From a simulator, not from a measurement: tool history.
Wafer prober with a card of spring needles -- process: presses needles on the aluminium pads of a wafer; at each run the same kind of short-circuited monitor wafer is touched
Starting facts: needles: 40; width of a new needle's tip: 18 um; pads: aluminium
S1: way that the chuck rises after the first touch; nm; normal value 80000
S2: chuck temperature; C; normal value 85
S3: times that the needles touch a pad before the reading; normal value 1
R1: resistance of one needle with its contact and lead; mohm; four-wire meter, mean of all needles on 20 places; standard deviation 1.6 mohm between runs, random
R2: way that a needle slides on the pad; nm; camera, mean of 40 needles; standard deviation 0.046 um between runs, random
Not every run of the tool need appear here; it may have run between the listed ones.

Run 1, hour 0: usual settings. Result: R1 151 mohm, R2 18930 nm.
Run 2, hour 51.9: usual settings. Result: R1 155 mohm, R2 18830 nm.
Run 3, hour 125.9: usual settings. Result: R1 180 mohm, R2 18790 nm.
Run 4, hour 163.6: usual settings. Result: R1 151 mohm, R2 18670 nm.
Run 5, hour 221.9: usual settings. Result: R1 175 mohm, R2 18580 nm.
Run 6, hour 263.4: usual settings. Result: R1 167 mohm, R2 18610 nm.
Run 7, hour 325: usual settings. Result: R1 186 mohm, R2 18940 nm.
Run 8, hour 375.6: usual settings. Result: R1 187 mohm, R2 19000 nm.
Run 9, hour 435.4: usual settings but S1 89000 nm, S2 82 C. Result: R1 167 mohm, R2 21010 nm.
Run 10, hour 469.3: usual settings but S2 78 C. Result: R1 175 mohm, R2 18780 nm.
Run 11, hour 507.9: usual settings but S2 87 C, S3 3. Result: R1 150 mohm, R2 18860 nm.
Run 12, hour 540.8: usual settings but S1 84000 nm, S2 87 C, S3 2. Result: R1 170 mohm, R2 19680 nm.
Run 13, hour 577: usual settings but S1 96000 nm, S2 87 C. Result: R1 155 mohm, R2 22500 nm.

Between the runs listed above, the log contained 36 entries, not reproduced here. Where in the sequence does each belong, and how does what the log doesn't record of the tool's condition differ from the listed run before to the listed run after?
Run 1 -> run 2: tips cleaned on abrasive film (hour 18.1); tips cleaned on abrasive film (hour 32.9); tips cleaned on abrasive film (hour 51)
  debris on the tips, nm: 11.7 -> 28.8; way that the needles fall short of the set height, um: 0.61 -> 0.81; tips' diameter, um: 18.84 -> 18.9
  measured result minus the result with no hidden state, R1: +3 -> +8 mohm; R2: -150 -> -190 nm
Run 2 -> run 3: tips cleaned on abrasive film (hour 66.7); tips cleaned on abrasive film (hour 84.8); tips cleaned on abrasive film (hour 99.6); tips cleaned on abrasive film (hour 114.4)
  debris on the tips, nm: 28.8 -> 120.6; way that the needles fall short of the set height, um: 0.81 -> 1.13; tips' diameter, um: 18.9 -> 19.02
  measured result minus the result with no hidden state, R1: +8 -> +31 mohm; R2: -190 -> -270 nm
Run 3 -> run 4: tips cleaned on abrasive film (hour 129.7); tips cleaned on abrasive film (hour 148.1); tips cleaned on abrasive film (hour 163.6)
  debris on the tips, nm: 120.6 -> 7.1; way that the needles fall short of the set height, um: 1.13 -> 1.38; tips' diameter, um: 19.02 -> 19.1
  measured result minus the result with no hidden state, R1: +31 -> +2 mohm; R2: -270 -> -320 nm
Run 4 -> run 5: tips cleaned on abrasive film (hour 181.5); tips cleaned on abrasive film (hour 196.3); tips cleaned on abrasive film (hour 214.5)
  debris on the tips, nm: 7.1 -> 89.5; way that the needles fall short of the set height, um: 1.38 -> 1.58; tips' diameter, um: 19.1 -> 19.18
  measured result minus the result with no hidden state, R1: +2 -> +25 mohm; R2: -320 -> -370 nm
Run 5 -> run 6: tips cleaned on abrasive film (hour 229.6); tips cleaned on abrasive film (hour 244.4); tips cleaned on abrasive film (hour 259.2)
  debris on the tips, nm: 89.5 -> 58.6; way that the needles fall short of the set height, um: 1.58 -> 1.8; tips' diameter, um: 19.18 -> 19.25
  measured result minus the result with no hidden state, R1: +25 -> +17 mohm; R2: -370 -> -430 nm
Run 6 -> run 7: tips cleaned on abrasive film (hour 274.5); tips cleaned on abrasive film (hour 292.6); height of the first contact set anew (hour 300.2); tips cleaned on abrasive film (hour 311.4)
  debris on the tips, nm: 58.6 -> 127.1; way that the needles fall short of the set height, um: 1.8 -> 0.08; tips' diameter, um: 19.25 -> 19.33
  measured result minus the result with no hidden state, R1: +17 -> +34 mohm; R2: -430 -> -10 nm
Run 7 -> run 8: tips cleaned on abrasive film (hour 328.8); tips cleaned on abrasive film (hour 343.6); tips cleaned on abrasive film (hour 362)
  debris on the tips, nm: 127.1 -> 127.4; way that the needles fall short of the set height, um: 0.08 -> 0.28; tips' diameter, um: 19.33 -> 19.4
  measured result minus the result with no hidden state, R1: +34 -> +34 mohm; R2: -10 -> -60 nm
Run 8 -> run 9: tips cleaned on abrasive film (hour 379.1); tips cleaned on abrasive film (hour 397.1); tips cleaned on abrasive film (hour 415.5); tips cleaned on abrasive film (hour 430.3)
  debris on the tips, nm: 127.4 -> 75.5; way that the needles fall short of the set height, um: 0.28 -> 0.61; tips' diameter, um: 19.4 -> 19.52
  measured result minus the result with no hidden state, R1: +34 -> +18 mohm; R2: -60 -> -140 nm
Run 9 -> run 10: tips cleaned on abrasive film (hour 446.5); tips cleaned on abrasive film (hour 461.3)
  debris on the tips, nm: 75.5 -> 101.3; way that the needles fall short of the set height, um: 0.61 -> 0.74; tips' diameter, um: 19.52 -> 19.56
  measured result minus the result with no hidden state, R1: +18 -> +28 mohm; R2: -140 -> -180 nm
Run 10 -> run 11: tips cleaned on abrasive film (hour 476.4); tips cleaned on abrasive film (hour 491.2); tips cleaned on abrasive film (hour 507.9)
  debris on the tips, nm: 101.3 -> 5.7; way that the needles fall short of the set height, um: 0.74 -> 0.96; tips' diameter, um: 19.56 -> 19.64
  measured result minus the result with no hidden state, R1: +28 -> +2 mohm; R2: -180 -> -230 nm
Run 11 -> run 12: tips cleaned on abrasive film (hour 526.2)
  debris on the tips, nm: 5.7 -> 129.4; way that the needles fall short of the set height, um: 0.96 -> 1.02; tips' diameter, um: 19.64 -> 19.66
  measured result minus the result with no hidden state, R1: +2 -> +20 mohm; R2: -230 -> -250 nm
Run 12 -> run 13: tips cleaned on abrasive film (hour 544.6); tips cleaned on abrasive film (hour 559.4); tips cleaned on abrasive film (hour 577)
  debris on the tips, nm: 129.4 -> 15.3; way that the needles fall short of the set height, um: 1.02 -> 1.24; tips' diameter, um: 19.66 -> 19.74
  measured result minus the result with no hidden state, R1: +20 -> +4 mohm; R2: -250 -> -290 nm

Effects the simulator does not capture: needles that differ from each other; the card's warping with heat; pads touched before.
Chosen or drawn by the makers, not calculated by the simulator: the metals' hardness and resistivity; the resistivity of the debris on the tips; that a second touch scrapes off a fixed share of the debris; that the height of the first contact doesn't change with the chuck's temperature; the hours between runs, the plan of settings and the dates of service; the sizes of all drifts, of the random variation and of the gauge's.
